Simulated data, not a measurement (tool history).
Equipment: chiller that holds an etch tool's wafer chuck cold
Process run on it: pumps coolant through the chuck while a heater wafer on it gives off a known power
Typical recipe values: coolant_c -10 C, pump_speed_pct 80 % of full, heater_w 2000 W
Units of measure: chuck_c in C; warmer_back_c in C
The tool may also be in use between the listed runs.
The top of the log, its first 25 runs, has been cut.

run,day,coolant_c,pump_speed_pct,heater_w,chuck_c,warmer_back_c
26,108.925,-20,80,2000,-7.4,4.78
# day 109.454: gauge calibrated
27,112.196,-20,80,2000,-7.5,4.59
28,115.25,-20,80,2000,-7.6,4.58
29,119.483,-10,63,1160,-1.4,3.32
30,125.454,-2,80,1142,5.4,2.66
31,129.046,-3,74,2194,11.5,5.38
32,133.838,-2,65,2865,18.7,7.98
33,138.546,-3,82,1852,8.4,4.14

3 options for the next run, each taken on its own from the tool as it stands now. Forecast them:
A,143.588,-1,82,1852,?,?
B,143.588,-16,60,2104,?,?
C,143.588,-11,80,2000,?,?

run,chuck_c,warmer_back_c
A,10.2,4.17
B,0.1,6.41
C,1.6,4.55
With no hidden state in the tool, these same runs would have given:
run,chuck_c,warmer_back_c
A,10.2,4.09
B,0,6.33
C,1.6,4.47
